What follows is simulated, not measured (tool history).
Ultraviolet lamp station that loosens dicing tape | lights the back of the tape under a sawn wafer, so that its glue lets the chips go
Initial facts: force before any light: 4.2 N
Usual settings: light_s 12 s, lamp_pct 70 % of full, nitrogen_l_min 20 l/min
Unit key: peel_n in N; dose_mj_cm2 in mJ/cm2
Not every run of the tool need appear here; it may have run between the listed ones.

run,hour,light_s,lamp_pct,nitrogen_l_min,peel_n,dose_mj_cm2
1,0.0,12,70,20,0.584,261
2,18.5,12,70,20,0.622,256
3,47.1,12,70,20,0.509,284
4,63.0,12,70,20,0.494,285
5,81.5,22,70,20,0.158,517
6,104.3,22,70,20,0.161,509
7,118.6,12,70,9,0.846,281
8,132.6,12,70,9,0.875,276
9,147.4,12,70,9,0.864,275
10,164.2,12,70,9,0.862,269
11,184.9,12,70,9,0.903,274
12,200.6,12,70,29,0.454,268
13,225.3,12,70,9,0.920,264
14,247.1,14,70,33,0.329,305
15,269.1,14,70,33,0.337,301
16,285.4,14,70,33,0.334,302
17,312.2,14,70,33,0.347,296
18,337.2,21,67,22,0.212,419
19,351.6,21,67,22,0.220,413
20,371.6,22,76,11,0.258,491
21,389.0,13,76,25,0.427,290
22,412.7,13,76,25,0.437,290
23,433.4,13,61,34,0.580,229

Put back what was entered between runs (1 entry, withheld): which listed runs does each sit between, and how does the hidden state differ from the listed run before to the listed run after?
From run 2 to run 3: window cleaned of glue's vapour (hour 46.0)
  lamp's light, % of a new lamp's: 90.1 -> 89.7; light that the window lets through, % of a clean one's: 89.3 -> 99.4
  measured less the result without the state, peel_n: +0.207 -> +0.104 N; dose_mj_cm2: -63 -> -35 mJ/cm2

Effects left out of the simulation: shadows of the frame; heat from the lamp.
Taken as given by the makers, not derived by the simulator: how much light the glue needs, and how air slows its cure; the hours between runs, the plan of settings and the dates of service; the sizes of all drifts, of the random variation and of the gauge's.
